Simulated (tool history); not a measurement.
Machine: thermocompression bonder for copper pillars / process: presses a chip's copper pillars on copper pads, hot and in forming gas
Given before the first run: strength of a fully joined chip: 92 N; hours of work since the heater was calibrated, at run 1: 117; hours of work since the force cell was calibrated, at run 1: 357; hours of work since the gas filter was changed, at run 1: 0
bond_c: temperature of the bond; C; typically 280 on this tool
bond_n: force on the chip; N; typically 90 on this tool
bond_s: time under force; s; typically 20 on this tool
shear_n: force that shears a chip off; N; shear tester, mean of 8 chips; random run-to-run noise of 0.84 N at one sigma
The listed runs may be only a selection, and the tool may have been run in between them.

run	hour	bond_c	bond_n	bond_s	hours of work since the heater was calibrated	hours of work since the force cell was calibrated	hours of work since the gas filter was changed	shear_n
1	0.0	280	90	20	117	357	0	68.6
2	27.8	280	90	20	138	378	21	66.3
3	60.7	280	90	20	162	402	45	65.6
4	87.2	280	90	20	182	421	64	65.0
5	114.8	280	74	20	202	442	85	59.0
6	151.8	280	90	20	229	469	112	62.9
7	206.5	280	90	20	270	510	153	62.4
# hour 250.5: forming gas filter changed
8	251.9	280	90	20	303	543	1	64.7
9	300.4	280	90	20	339	579	37	63.4
10	336.3	280	90	20	365	605	63	64.7
11	369.1	280	90	20	390	629	88	65.3
12	411.6	280	90	13	421	661	119	54.6
13	452.4	280	90	13	451	691	149	54.5
# hour 497.6: forming gas filter changed
14	508.1	280	90	13	492	732	8	56.9
15	562.5	292	90	13	532	772	48	60.7
# hour 569.8: heater calibrated with a thermocouple chip
16	595.3	270	90	20	19	795	71	57.0
17	627.4	267	90	20	43	818	94	53.4
18	653.2	267	90	20	62	838	114	53.0
19	696.4	267	90	20	94	869	145	52.4
20	723.1	267	101	20	113	889	165	54.1
# hour 749.6: forming gas filter changed
21	767.0	282	115	20	145	921	13	66.8
22	805.8	282	115	20	174	950	42	66.0
# hour 823.7: heater calibrated with a thermocouple chip, once more
23	862.2	280	90	34	28	990	82	74.3
24	886.9	278	90	58	47	1008	100	79.8

Estimate the outcome of run 25 from the log above:
25	944.4	278	90	58	89	1051	142	?

shear_n: 77.2 N
If the tool had no hidden condition, the same run with the same run-to-run variation would have returned shear_n 81.1 N.

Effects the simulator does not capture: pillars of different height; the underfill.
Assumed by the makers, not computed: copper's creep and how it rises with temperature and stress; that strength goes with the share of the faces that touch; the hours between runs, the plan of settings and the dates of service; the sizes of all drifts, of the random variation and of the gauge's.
